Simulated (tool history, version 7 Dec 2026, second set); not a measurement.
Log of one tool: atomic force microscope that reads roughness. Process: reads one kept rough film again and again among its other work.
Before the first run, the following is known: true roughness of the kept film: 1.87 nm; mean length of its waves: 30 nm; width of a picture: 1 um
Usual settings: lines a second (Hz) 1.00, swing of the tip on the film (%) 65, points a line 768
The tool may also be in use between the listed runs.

run,hour,lines a second (Hz),swing of the tip on the film (%),points a line,roughness of the kept film (nm (root mean square))
1,0.0,1.00,65,768,1.629
2,44.1,1.00,65,768,1.559
3,77.0,1.00,65,768,1.518
# hour 96.2: new tip fitted
4,115.7,1.00,65,768,1.650
5,155.0,1.00,56,768,1.626
6,180.4,1.00,57,768,1.602
7,218.0,1.00,57,768,1.555
8,240.9,1.00,57,768,1.518
# hour 251.7: new tip fitted
9,275.6,1.00,57,768,1.690
10,309.4,1.00,57,768,1.631
11,345.1,1.00,57,768,1.583
12,375.8,1.00,57,768,1.548
# hour 405.3: new tip fitted
13,416.1,1.00,56,768,1.701
14,456.4,1.00,65,768,1.608
15,482.1,1.00,65,768,1.595
16,509.5,1.00,65,768,1.543
17,549.7,1.00,65,768,1.496
# hour 558.7: new tip fitted
18,595.1,1.00,65,768,1.650
19,635.9,1.59,65,768,1.551
20,655.7,1.59,65,768,1.537
21,685.9,1.59,65,768,1.494
22,706.9,1.59,65,768,1.461
# hour 713.6: new tip fitted
23,736.8,1.59,65,768,1.624
24,785.2,1.59,65,768,1.564
25,827.4,1.59,65,768,1.509
26,858.1,1.59,65,768,1.476
# hour 867.8: new tip fitted
27,883.4,1.36,87,832,1.538
# hour 888.2: height scale calibrated on a step standard
28,927.0,1.36,87,832,1.477

What does the tool deliver on the next run?
29,966.8,1.31,61,480,?

{"run 29": {"roughness of the kept film (nm (root mean square))": 1.526}}
On a tool with no hidden condition, and with the same random variation, this run would have come out at roughness of the kept film (nm (root mean square)) 1.697.
